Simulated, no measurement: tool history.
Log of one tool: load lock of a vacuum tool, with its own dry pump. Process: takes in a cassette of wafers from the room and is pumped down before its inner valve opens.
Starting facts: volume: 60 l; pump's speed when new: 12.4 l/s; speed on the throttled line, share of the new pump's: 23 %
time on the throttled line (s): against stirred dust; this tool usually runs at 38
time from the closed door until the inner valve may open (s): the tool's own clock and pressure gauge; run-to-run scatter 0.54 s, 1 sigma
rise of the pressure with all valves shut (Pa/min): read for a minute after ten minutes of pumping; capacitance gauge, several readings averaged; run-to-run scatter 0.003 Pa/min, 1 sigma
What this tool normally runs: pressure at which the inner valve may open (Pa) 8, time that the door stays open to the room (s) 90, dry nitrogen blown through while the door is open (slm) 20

| run | hour | time on the throttled line (s) | pressure at which the inner valve may open (Pa) | time that the door stays open to the room (s) | dry nitrogen blown through while the door is open (slm) | incoming humidity of the room's air, % | time from the closed door until the inner valve may open (s) | rise of the pressure with all valves shut (Pa/min) |
|---|---|---|---|---|---|---|---|---|
| 1 | 0.0 | 38 | 8 | 90 | 20 | 43.6 | 77.5 | 0.048 |
| 2 | 93.0 | 38 | 8 | 90 | 20 | 42.2 | 77.8 | 0.051 |
| 3 | 196.5 | 38 | 8 | 157 | 20 | 45.4 | 76.7 | 0.067 |
| 4 | 391.1 | 38 | 8 | 90 | 20 | 45.6 | 77.5 | 0.057 |
| 5 | 508.4 | 38 | 9 | 90 | 20 | 45.2 | 76.6 | 0.052 |
| 6 | 616.7 | 38 | 9 | 90 | 20 | 46.1 | 77.3 | 0.056 |
| 7 | 815.2 | 38 | 9 | 90 | 20 | 46.6 | 76.6 | 0.059 |
| 8 | 1005.9 | 22 | 8 | 90 | 5 | 40.8 | 65.7 | 0.077 |
| 9 | 1194.9 | 29 | 8 | 46 | 11 | 44.4 | 71.1 | 0.057 |
| 10 | 1316.0 | 29 | 8 | 46 | 11 | 48.9 | 71.7 | 0.061 |
| 11 | 1461.7 | 58 | 8 | 93 | 20 | 44.5 | 92.5 | 0.070 |

Run 12 comes next. What will it give?
| 12 | 1641.6 | 58 | 15 | 93 | 21 | 41.7 | ? | ? |

{"run 12": {"time from the closed door until the inner valve may open (s)": 90.3, "rise of the pressure with all valves shut (Pa/min)": 0.071}}
With the hidden condition absent and the run-to-run variation left alone, this run would have shown time from the closed door until the inner valve may open (s) 88.0, rise of the pressure with all valves shut (Pa/min) 0.031.
